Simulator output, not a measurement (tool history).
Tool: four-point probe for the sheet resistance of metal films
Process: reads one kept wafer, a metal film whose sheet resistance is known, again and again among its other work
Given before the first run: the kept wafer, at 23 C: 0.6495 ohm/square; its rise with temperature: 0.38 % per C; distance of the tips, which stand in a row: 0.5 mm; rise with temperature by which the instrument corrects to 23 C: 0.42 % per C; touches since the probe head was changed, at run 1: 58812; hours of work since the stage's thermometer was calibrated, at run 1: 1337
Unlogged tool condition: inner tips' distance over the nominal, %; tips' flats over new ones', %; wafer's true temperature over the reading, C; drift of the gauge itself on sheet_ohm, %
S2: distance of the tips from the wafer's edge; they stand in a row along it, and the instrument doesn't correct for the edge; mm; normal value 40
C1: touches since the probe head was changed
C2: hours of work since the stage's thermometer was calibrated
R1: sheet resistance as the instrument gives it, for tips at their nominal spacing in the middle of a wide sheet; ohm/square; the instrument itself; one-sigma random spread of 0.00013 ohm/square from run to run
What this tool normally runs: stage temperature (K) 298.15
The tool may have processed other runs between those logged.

Run 1, hour 0: usual settings; C1 58812; C2 1337. Result: R1 0.649043 ohm/square.
Run 2, hour 41.8: usual settings but stage temperature (K) 295.15; C1 59735; C2 1358. Result: R1 0.649874 ohm/square.
Run 3, hour 80.2: usual settings; C1 60581; C2 1377. Result: R1 0.649049 ohm/square.
Run 4, hour 127.5: usual settings but S2 45 mm; C1 61624; C2 1401. Result: R1 0.649135 ohm/square.
Run 5, hour 179.6: usual settings but S2 11 mm; C1 62775; C2 1427. Result: R1 0.649978 ohm/square.
Run 6, hour 232: usual settings but stage temperature (K) 294.15, S2 14 mm; C1 63930; C2 1453. Result: R1 0.650412 ohm/square.
Run 7, hour 289.2: usual settings but stage temperature (K) 307.15, S2 6 mm; C1 65192; C2 1482. Result: R1 0.64941 ohm/square.
Run 8, hour 344.8: usual settings but stage temperature (K) 297.15, S2 19 mm; C1 66419; C2 1510. Result: R1 0.649376 ohm/square.
Run 9, hour 410.6: usual settings but stage temperature (K) 307.15, S2 8 mm; C1 67871; C2 1543. Result: R1 0.648353 ohm/square.
Run 10, hour 453.1: usual settings but stage temperature (K) 306.15, S2 4 mm; C1 68808; C2 1564. Result: R1 0.652452 ohm/square.

Had the tool no unlogged condition, and each run kept its random variation, what would the results have been?
run        R1
  1  0.648944
  2  0.649786
  3  0.648946
  4  0.649026
  5  0.649864
  6  0.650314
  7  0.649247
  8  0.649254
  9  0.648183
 10  0.652284
